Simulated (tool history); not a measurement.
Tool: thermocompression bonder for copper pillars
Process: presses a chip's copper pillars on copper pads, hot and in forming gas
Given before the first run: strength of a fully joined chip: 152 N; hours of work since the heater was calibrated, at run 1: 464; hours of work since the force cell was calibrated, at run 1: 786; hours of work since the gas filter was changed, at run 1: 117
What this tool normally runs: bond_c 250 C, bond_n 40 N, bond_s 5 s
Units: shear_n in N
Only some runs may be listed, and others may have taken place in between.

| run | hour | bond_c | bond_n | bond_s | hours of work since the heater was calibrated | hours of work since the force cell was calibrated | hours of work since the gas filter was changed | shear_n |
|---|---|---|---|---|---|---|---|---|
| 1 | 0.0 | 250 | 40 | 5 | 464 | 786 | 117 | 89.3 |
|  | 7.3 | forming gas filter changed |
| 2 | 42.5 | 269 | 40 | 5 | 483 | 806 | 16 | 112.8 |
| 3 | 76.3 | 255 | 40 | 5 | 499 | 822 | 32 | 96.4 |
| 4 | 106.7 | 255 | 40 | 5 | 513 | 836 | 46 | 96.2 |
| 5 | 162.5 | 255 | 40 | 5 | 539 | 861 | 72 | 95.9 |
| 6 | 192.5 | 250 | 40 | 5 | 553 | 875 | 86 | 89.7 |
| 7 | 215.2 | 250 | 40 | 5 | 563 | 886 | 96 | 89.4 |
| 8 | 263.8 | 250 | 40 | 5 | 586 | 908 | 119 | 89.9 |
|  | 266.8 | forming gas filter changed |
| 9 | 319.5 | 250 | 40 | 5 | 611 | 934 | 24 | 89.3 |
| 10 | 351.6 | 253 | 40 | 5 | 626 | 949 | 39 | 93.3 |
| 11 | 381.2 | 250 | 40 | 13 | 640 | 962 | 53 | 116.2 |
| 12 | 430.0 | 258 | 40 | 3 | 662 | 985 | 76 | 85.6 |
| 13 | 466.0 | 249 | 40 | 7 | 679 | 1002 | 92 | 98.0 |
| 14 | 507.1 | 230 | 28 | 3 | 698 | 1021 | 111 | 41.9 |
|  | 527.0 | forming gas filter changed |
| 15 | 547.8 | 226 | 28 | 3 | 717 | 1039 | 10 | 37.7 |
| 16 | 571.9 | 280 | 28 | 3 | 728 | 1050 | 21 | 95.7 |
| 17 | 609.9 | 280 | 28 | 3 | 745 | 1068 | 38 | 96.0 |
| 18 | 638.9 | 272 | 49 | 13 | 759 | 1081 | 52 | 142.2 |
| 19 | 675.4 | 272 | 25 | 13 | 776 | 1098 | 69 | 120.7 |
|  | 710.7 | heater calibrated with a thermocouple chip |
| 20 | 725.4 | 234 | 56 | 5 | 7 | 1121 | 91 | 83.5 |
| 21 | 775.7 | 232 | 44 | 5 | 30 | 1144 | 114 | 70.7 |

What if the next run were any one of these 5? Each begins from the tool's condition after run 21:
|  | 790.1 | forming gas filter changed |
| A | 799.9 | 250 | 40 | 4 | 41 | 1155 | 5 | ? |
|  | 790.1 | forming gas filter changed |
| B | 799.9 | 223 | 29 | 5 | 41 | 1155 | 5 | ? |
|  | 790.1 | forming gas filter changed |
| C | 799.9 | 235 | 54 | 3 | 41 | 1155 | 5 | ? |
|  | 790.1 | forming gas filter changed |
| D | 799.9 | 250 | 56 | 7 | 41 | 1155 | 5 | ? |
|  | 790.1 | forming gas filter changed |
| E | 799.9 | 273 | 31 | 5 | 41 | 1155 | 5 | ? |

| run | shear_n |
|---|---|
| A | 83.5 |
| B | 45.0 |
| C | 69.7 |
| D | 114.3 |
| E | 105.4 |
With the hidden condition removed and each run's random variation left untouched, the same runs would have given:
| run | shear_n |
|---|---|
| A | 83.5 |
| B | 45.0 |
| C | 69.8 |
| D | 114.3 |
| E | 105.5 |

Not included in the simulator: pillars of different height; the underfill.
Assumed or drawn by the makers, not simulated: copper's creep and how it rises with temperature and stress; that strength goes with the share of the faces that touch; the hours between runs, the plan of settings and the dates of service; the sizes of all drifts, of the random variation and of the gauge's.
